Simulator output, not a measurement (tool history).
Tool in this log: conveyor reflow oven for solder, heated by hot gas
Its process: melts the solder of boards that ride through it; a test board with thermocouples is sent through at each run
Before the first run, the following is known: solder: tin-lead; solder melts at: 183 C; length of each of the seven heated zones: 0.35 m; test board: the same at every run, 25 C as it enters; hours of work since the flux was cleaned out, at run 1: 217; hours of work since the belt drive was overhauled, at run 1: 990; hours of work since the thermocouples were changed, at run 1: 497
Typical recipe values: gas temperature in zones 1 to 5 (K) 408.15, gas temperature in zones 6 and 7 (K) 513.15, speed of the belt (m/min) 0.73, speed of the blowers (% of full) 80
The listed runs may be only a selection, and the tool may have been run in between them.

run,day,gas temperature in zones 1 to 5 (K),gas temperature in zones 6 and 7 (K),speed of the belt (m/min),speed of the blowers (% of full),hours of work since the flux was cleaned out,hours of work since the belt drive was overhauled,hours of work since the thermocouples were changed,highest temperature of the board (K),time above the solder's melting point (s)
1,0,408.15,513.15,0.73,80,217,990,497,497.45,46.3
2,0.771,408.15,513.15,0.73,80,229,1003,510,496.55,46.5
3,2.279,408.15,513.15,0.73,80,253,1027,534,496.65,46.3
4,3.458,408.15,513.15,0.73,80,273,1046,553,496.15,46.4
5,4.512,408.15,513.15,0.73,80,290,1063,570,496.95,46.2
6,5.629,408.15,513.15,0.73,80,308,1081,588,496.45,46
7,6.771,408.15,513.15,0.73,80,326,1100,607,496.55,46.2
8,8.258,415.15,513.15,0.73,80,350,1124,631,497.15,48.5
9,9.008,415.15,513.15,0.73,80,362,1136,643,497.05,48.4
10,10.608,415.15,513.15,0.73,80,388,1162,669,496.65,48.7
# day 11.25: flux residue cleaned out of gas plates and filters
11,12.258,415.15,513.15,0.73,80,16,1185,692,501.25,50.2
12,13.171,415.15,513.15,0.73,80,31,1200,707,500.45,50.2
13,14.483,415.15,513.15,0.73,80,52,1221,728,500.65,50.3
14,15.525,415.15,513.15,0.73,80,69,1238,745,500.35,50
15,17.138,408.15,513.15,0.766,80,95,1264,771,497.25,44.7
16,18.138,394.15,509.15,0.866,59,111,1280,787,477.35,23.8
17,19.646,394.15,509.15,0.866,59,136,1304,811,476.95,23.5
18,21.008,394.15,509.15,0.866,59,158,1326,833,476.55,23.4
19,21.896,399.15,510.15,0.694,84,172,1341,848,497.55,47.2
20,23.258,395.15,509.15,0.744,75,194,1363,870,491.25,39.1
21,24.458,416.15,517.15,0.617,72,213,1382,889,506.05,62.7
22,25.267,416.15,517.15,0.617,72,226,1395,902,506.25,62.8
23,26.721,418.15,518.15,0.73,54,250,1419,926,494.65,47.8
24,27.508,408.15,523.15,0.754,68,263,1431,939,501.55,47.2
25,28.479,408.15,523.15,0.754,68,278,1447,954,501.25,47.1
26,29.242,408.15,513.15,0.73,56,291,1459,967,489.25,41.4
27,30.225,408.15,510.15,0.865,56,307,1475,982,478.95,27.4
28,31.712,408.15,512.15,0.73,61,331,1499,1006,489.85,42.5
29,33.108,408.15,507.15,0.779,61,353,1522,1029,483.25,34.9
30,34.079,408.15,507.15,0.779,61,369,1538,1045,483.35,34.7

Some steps in highest temperature of the board (K) between neighbouring runs. How much of each would the tool show without its hidden state too (settings, what came in, random variation), and how much is left for the hidden state, with any gauge scatter that isn't in both results?
Hidden state at play: heat that the gas passes to the board, % of a clean oven's; belt's true speed, % of the reading; true gas temperature in zones 6 and 7 over the reading, C; drift of the gauge itself on peak_c, C; drift of the gauge itself on liquid_s, %.
Run 10 -> 11: flux residue cleaned out of gas plates and filters. highest temperature of the board (K) +4.6: hidden state +3.6, all else +1.
Run 15 -> 16: gas temperature in zones 1 to 5 (K) 408.15 -> 394.15, gas temperature in zones 6 and 7 (K) 513.15 -> 509.15, speed of the belt (m/min) 0.766 -> 0.866, speed of the blowers (% of full) 80 -> 59. highest temperature of the board (K) -19.9: hidden state -0.1, all else -19.8.
Run 18 -> 19: gas temperature in zones 1 to 5 (K) 394.15 -> 399.15, gas temperature in zones 6 and 7 (K) 509.15 -> 510.15, speed of the belt (m/min) 0.866 -> 0.694, speed of the blowers (% of full) 59 -> 84. highest temperature of the board (K) +21: hidden state +0, all else +21.
Run 20 -> 21: gas temperature in zones 1 to 5 (K) 395.15 -> 416.15, gas temperature in zones 6 and 7 (K) 509.15 -> 517.15, speed of the belt (m/min) 0.744 -> 0.617, speed of the blowers (% of full) 75 -> 72. highest temperature of the board (K) +14.8: hidden state +0.5, all else +14.3.
Run 23 -> 24: gas temperature in zones 1 to 5 (K) 418.15 -> 408.15, gas temperature in zones 6 and 7 (K) 518.15 -> 523.15, speed of the belt (m/min) 0.73 -> 0.754, speed of the blowers (% of full) 54 -> 68. highest temperature of the board (K) +6.9: hidden state -0.6, all else +7.5.

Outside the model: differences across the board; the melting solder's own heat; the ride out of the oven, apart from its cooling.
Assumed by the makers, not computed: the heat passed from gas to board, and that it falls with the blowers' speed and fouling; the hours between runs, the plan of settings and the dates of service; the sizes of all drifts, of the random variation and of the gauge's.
